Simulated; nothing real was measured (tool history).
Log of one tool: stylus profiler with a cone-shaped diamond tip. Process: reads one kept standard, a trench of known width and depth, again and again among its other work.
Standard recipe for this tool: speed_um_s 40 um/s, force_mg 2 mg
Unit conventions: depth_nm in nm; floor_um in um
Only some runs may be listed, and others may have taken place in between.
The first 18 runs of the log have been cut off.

run,hour,speed_um_s,force_mg,depth_nm,floor_um
19,333.2,121,2,1009.81,24.98
# hour 345: height scale calibrated on a step standard, once more
20,354.6,121,2,1008.91,24.98
21,378,47,2,1008.73,25.3
22,394.4,47,2,1008.82,25.22
23,409.9,47,2,1008.69,25.25
24,432.2,23,4.86,1015.8,25.39
25,452.7,23,4.86,1015.56,25.41
26,468.4,23,4.86,1015.61,25.39

Run 27 comes next. What will it give?
27,489.7,140,3.19,?,?

Logged for run 27: depth_nm 1011.79 nm, floor_um 24.85 um.
On a tool with no hidden condition, and with the same random variation, this run would have come out at depth_nm 1011.23 nm, floor_um 25.44 um.
